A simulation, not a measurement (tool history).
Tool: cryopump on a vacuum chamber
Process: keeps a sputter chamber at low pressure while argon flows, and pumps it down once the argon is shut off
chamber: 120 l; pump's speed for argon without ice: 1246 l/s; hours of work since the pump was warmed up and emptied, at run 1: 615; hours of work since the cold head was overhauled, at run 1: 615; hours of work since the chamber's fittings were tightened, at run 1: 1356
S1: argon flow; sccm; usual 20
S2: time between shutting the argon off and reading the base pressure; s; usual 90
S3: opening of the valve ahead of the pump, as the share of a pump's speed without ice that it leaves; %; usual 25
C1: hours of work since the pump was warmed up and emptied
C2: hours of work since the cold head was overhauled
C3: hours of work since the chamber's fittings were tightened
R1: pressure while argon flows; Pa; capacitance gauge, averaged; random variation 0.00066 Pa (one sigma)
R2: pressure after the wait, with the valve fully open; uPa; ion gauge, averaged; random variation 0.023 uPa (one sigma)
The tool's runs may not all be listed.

run   hour  S1  S2  S3   C1   C2    C3      R1    R2
  1    0.0  20  90  25  615  615  1356  0.1134  3.46
  2   29.3  20  90  25  636  636  1377  0.1139  3.54
  3   47.5  20  90  25  649  649  1390  0.1137  3.59
  4   62.7  20  90  25  660  660  1401  0.1151  3.69
  5   79.3  20  90  25  671  671  1412  0.1139  3.56
  6  104.7  20  90  25  689  689  1430  0.1148  3.67
  7  122.2  20  90  25  702  702  1443  0.1153  3.79
  8  145.7  20  90  25  719  719  1459  0.1149  3.84
  9  162.4  20  60  25  730  730  1471  0.1159  4.14
 10  188.1  20  90  25  749  749  1489  0.1145  3.85
 11  203.0  20  90  25  759  759  1500  0.1159  3.90
 12  231.0  20  90  21  779  779  1520  0.1370  3.97
     245.3  -- leaking fittings of the chamber tightened, without venting
 13  256.8  20  90  22  796  796     8  0.1306  0.79
 14  269.0  20  90  22  805  805    17  0.1295  0.82
 15  288.4  18  90  22  818  818    31  0.1175  0.90
 16  313.0  20  90  25  836  836    48  0.1174  0.90
 17  338.2  20  90  25  854  854    66  0.1160  0.97
 18  363.6  20  90  25  872  872    84  0.1167  0.96
 19  377.1  20  90  25  881  881    93  0.1168  1.03
 20  397.6  10  85  39  896  896   108  0.0394  1.09

Forecast run 21:
 21  415.6  10  85  39  909  909  121   ?   ?

R1: 0.0389 Pa
R2: 1.14 uPa
Without the tool's hidden state the same run would have given R1 0.0345 Pa, R2 0.78 uPa.
